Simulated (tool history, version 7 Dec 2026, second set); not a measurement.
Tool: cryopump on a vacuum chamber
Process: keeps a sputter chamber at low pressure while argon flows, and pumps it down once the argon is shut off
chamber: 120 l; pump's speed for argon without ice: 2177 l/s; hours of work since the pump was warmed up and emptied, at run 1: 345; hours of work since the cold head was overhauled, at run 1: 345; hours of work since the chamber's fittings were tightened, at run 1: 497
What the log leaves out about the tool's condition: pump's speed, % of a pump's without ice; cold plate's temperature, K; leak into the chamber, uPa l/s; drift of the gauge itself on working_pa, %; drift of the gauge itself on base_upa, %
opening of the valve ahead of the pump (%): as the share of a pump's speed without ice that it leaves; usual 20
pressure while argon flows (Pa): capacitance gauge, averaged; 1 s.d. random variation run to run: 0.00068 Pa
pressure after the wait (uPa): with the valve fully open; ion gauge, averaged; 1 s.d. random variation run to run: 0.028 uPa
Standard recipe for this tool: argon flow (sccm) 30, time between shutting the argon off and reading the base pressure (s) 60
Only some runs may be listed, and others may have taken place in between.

run,day,argon flow (sccm),time between shutting the argon off and reading the base pressure (s),opening of the valve ahead of the pump (%),hours of work since the pump was warmed up and emptied,hours of work since the cold head was overhauled,hours of work since the chamber's fittings were tightened,pressure while argon flows (Pa),pressure after the wait (uPa)
1,0.000,30,60,20,345,345,497,0.1194,1.76
2,1.454,30,60,46,369,369,520,0.0543,1.75
3,3.167,30,60,46,396,396,548,0.0538,1.84
4,4.421,30,60,59,417,417,568,0.0436,1.84
5,5.950,30,60,59,441,441,593,0.0431,1.83
6,6.904,30,60,20,457,457,609,0.1207,1.86
7,7.825,30,60,20,472,472,624,0.1201,1.98
8,8.733,30,60,20,487,487,638,0.1213,1.91
9,9.662,30,60,20,502,502,653,0.1212,1.88
10,10.758,30,60,20,520,520,671,0.1220,1.97
11,11.583,30,60,20,533,533,685,0.1215,2.05
12,13.292,30,60,20,561,561,712,0.1217,2.06
13,14.921,30,61,20,587,587,739,0.1236,2.03
14,16.308,30,61,20,610,610,761,0.1229,2.09
15,17.629,30,25,20,631,631,783,0.1217,3.75
16,18.571,30,60,20,646,646,798,0.1229,2.18
17,20.021,30,60,27,670,670,822,0.0935,2.18
18,21.446,42,141,21,693,693,845,0.1629,1.60
19,23.117,42,141,21,720,720,872,0.1666,1.57
20,24.346,20,66,20,740,740,892,0.0832,2.17
# day 25.825: pump warmed up, emptied and cooled again
21,26.054,43,31,20,4,764,916,0.1677,3.11
22,26.762,43,52,20,15,776,928,0.1679,2.28
23,28.396,17,25,20,42,803,954,0.0657,3.61
24,29.483,42,95,20,59,820,972,0.1648,1.72
25,30.788,13,26,20,81,841,993,0.0516,3.60
26,31.529,13,26,20,93,853,1005,0.0514,3.53
27,32.279,40,29,20,105,866,1017,0.1567,3.40
28,33.258,24,49,49,121,881,1033,0.0391,2.47
29,34.454,24,49,49,140,901,1053,0.0390,2.45
30,36.033,45,103,21,166,927,1078,0.1678,1.75
31,37.562,54,103,19,191,951,1103,0.2224,1.79
32,38.512,15,43,19,206,967,1118,0.0622,2.72
33,39.683,30,127,16,225,986,1137,0.1472,1.68

Branching from run 33: 5 alternative next runs. What would each branch give?
A,41.167,30,127,38,249,1010,1162,?,?
B,41.167,30,60,59,249,1010,1162,?,?
C,41.167,14,30,16,249,1010,1162,?,?
D,41.167,48,60,50,249,1010,1162,?,?
E,41.167,21,127,15,249,1010,1162,?,?

run,pressure while argon flows (Pa),pressure after the wait (uPa)
A,0.0639,1.67
B,0.0429,2.29
C,0.0689,3.43
D,0.0782,2.29
E,0.1102,1.78
What these runs would have given with no unlogged condition in the tool:
run,pressure while argon flows (Pa),pressure after the wait (uPa)
A,0.0614,0.63
B,0.0403,1.26
C,0.0677,2.39
D,0.0741,1.26
E,0.1084,0.71
